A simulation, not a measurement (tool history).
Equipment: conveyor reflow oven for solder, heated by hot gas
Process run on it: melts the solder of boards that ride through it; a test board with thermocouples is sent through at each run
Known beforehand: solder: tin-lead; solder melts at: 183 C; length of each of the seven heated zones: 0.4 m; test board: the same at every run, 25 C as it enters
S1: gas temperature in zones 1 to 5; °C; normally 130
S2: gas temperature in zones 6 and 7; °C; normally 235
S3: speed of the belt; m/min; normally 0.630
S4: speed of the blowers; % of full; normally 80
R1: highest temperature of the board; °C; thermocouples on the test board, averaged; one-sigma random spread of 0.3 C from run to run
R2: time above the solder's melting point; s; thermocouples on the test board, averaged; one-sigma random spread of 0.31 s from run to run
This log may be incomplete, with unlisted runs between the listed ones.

run,day,S1,S2,S3,S4,R1,R2
1,0.000,130,235,0.630,80,214.0,51.5
2,0.358,130,224,0.630,80,205.6,43.4
3,0.967,130,224,0.630,80,205.2,43.3
4,1.250,130,224,0.630,80,205.6,42.7
5,1.704,130,224,0.630,80,205.1,42.4
6,2.025,130,235,0.630,80,214.2,51.3
7,2.638,130,235,0.630,80,214.2,50.8
8,3.075,130,235,0.630,80,214.2,50.9
9,3.558,130,235,0.630,80,213.8,51.1
10,4.171,130,242,0.630,73,217.8,54.0
# day 4.758: flux residue cleaned out of gas plates and filters
11,4.804,140,230,0.683,80,212.1,48.6
12,5.100,127,249,0.630,80,228.9,60.8
13,5.429,130,224,0.735,80,202.6,32.6
14,5.833,130,235,0.630,72,215.3,52.5
15,6.325,130,246,0.598,72,226.3,63.9
16,6.775,130,246,0.598,72,226.4,63.7
17,7.462,130,246,0.598,72,226.3,64.1
18,7.958,130,229,0.521,82,217.6,68.2

3 options for the next run, each taken on its own from the tool as it stands now. Forecast them:
A,8.438,123,235,0.684,80,?,?
B,8.438,120,229,0.513,61,?,?
C,8.438,134,229,0.720,64,?,?

run,R1,R2
A,211.8,43.5
B,212.2,58.9
C,203.1,35.0
What these runs would have given with no unlogged condition in the tool:
run,R1,R2
A,211.9,43.4
B,211.9,58.5
C,203.0,34.9
